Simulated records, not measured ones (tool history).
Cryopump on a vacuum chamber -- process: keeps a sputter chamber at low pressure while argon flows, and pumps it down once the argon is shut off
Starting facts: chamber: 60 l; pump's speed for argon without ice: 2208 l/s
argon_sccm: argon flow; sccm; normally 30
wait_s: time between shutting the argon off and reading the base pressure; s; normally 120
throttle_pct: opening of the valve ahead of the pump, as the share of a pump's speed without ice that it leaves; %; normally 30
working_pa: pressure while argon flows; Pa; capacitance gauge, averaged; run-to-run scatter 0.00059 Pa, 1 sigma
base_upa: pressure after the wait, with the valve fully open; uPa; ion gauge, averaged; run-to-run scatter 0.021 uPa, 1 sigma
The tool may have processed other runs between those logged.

| run | hour | argon_sccm | wait_s | throttle_pct | working_pa | base_upa |
|---|---|---|---|---|---|---|
| 1 | 0 | 30 | 120 | 30 | 0.0774 | 0.52 |
| 2 | 49 | 30 | 120 | 30 | 0.0787 | 0.49 |
| 3 | 94 | 30 | 120 | 45 | 0.053 | 0.57 |
| 4 | 151.5 | 30 | 120 | 52 | 0.0463 | 0.54 |
| 5 | 195.8 | 30 | 120 | 30 | 0.0788 | 0.6 |
| 6 | 244.3 | 30 | 24 | 30 | 0.08 | 1.4 |
| 7 | 285.9 | 30 | 120 | 30 | 0.081 | 0.6 |
| 8 | 322.1 | 30 | 120 | 44 | 0.0562 | 0.64 |
| 9 | 365.6 | 30 | 120 | 44 | 0.0563 | 0.61 |
| 10 | 421.5 | 30 | 84 | 30 | 0.0814 | 0.76 |
| 11 | 473.4 | 30 | 252 | 30 | 0.0816 | 0.56 |
| 12 | 500.6 | 30 | 252 | 30 | 0.0817 | 0.59 |
| 13 | 562.1 | 30 | 252 | 30 | 0.0781 | 0.47 |
| 14 | 592.4 | 30 | 252 | 30 | 0.0762 | 0.53 |
| 15 | 620 | 30 | 252 | 30 | 0.077 | 0.54 |
| 16 | 666.7 | 30 | 252 | 30 | 0.079 | 0.55 |
| 17 | 720.9 | 33 | 141 | 47 | 0.0559 | 0.65 |
| 18 | 749.2 | 36 | 120 | 30 | 0.0932 | 0.71 |
| 19 | 783.8 | 30 | 32 | 57 | 0.0425 | 1.28 |
| 20 | 844 | 30 | 32 | 57 | 0.0433 | 1.31 |
| 21 | 869.7 | 38 | 120 | 45 | 0.0682 | 0.78 |
| 22 | 908.6 | 30 | 40 | 30 | 0.0797 | 1.19 |
| 23 | 959.4 | 36 | 65 | 30 | 0.0967 | 0.94 |
| 24 | 1009.8 | 36 | 65 | 30 | 0.0962 | 0.98 |
| 25 | 1040.8 | 36 | 65 | 30 | 0.0973 | 0.98 |
| 26 | 1085.5 | 12 | 120 | 16 | 0.0591 | 0.79 |
| 27 | 1133.8 | 12 | 222 | 53 | 0.0199 | 0.76 |
| 28 | 1169.9 | 12 | 222 | 53 | 0.0194 | 0.81 |
| 29 | 1211.4 | 14 | 183 | 53 | 0.0214 | 0.72 |
| 30 | 1244.9 | 14 | 183 | 53 | 0.021 | 0.74 |

Between the runs listed above, the log contained 2 entries, not reproduced here. Where in the sequence does each belong, and how does what the log doesn't record of the tool's condition differ from the listed run before to the listed run after?
From run 12 to run 13: pump warmed up, emptied and cooled again (hour 516)
  pump's speed, % of a pump's without ice: 82.7 -> 98.8; cold plate's temperature, K: 13.2 -> 13.24; leak into the chamber, uPa l/s: 862 -> 889
  measured value less the no-hidden-state value, working_pa: +0.0054 -> +0.0008 Pa; base_upa: +0.35 -> +0.28 uPa
From run 28 to run 29: pump warmed up, emptied and cooled again (hour 1185.7)
  pump's speed, % of a pump's without ice: 83.4 -> 99; cold plate's temperature, K: 13.61 -> 13.63; leak into the chamber, uPa l/s: 1186 -> 1206
  measured value less the no-hidden-state value, working_pa: +0.0022 -> +0.0004 Pa; base_upa: +0.53 -> +0.45 uPa

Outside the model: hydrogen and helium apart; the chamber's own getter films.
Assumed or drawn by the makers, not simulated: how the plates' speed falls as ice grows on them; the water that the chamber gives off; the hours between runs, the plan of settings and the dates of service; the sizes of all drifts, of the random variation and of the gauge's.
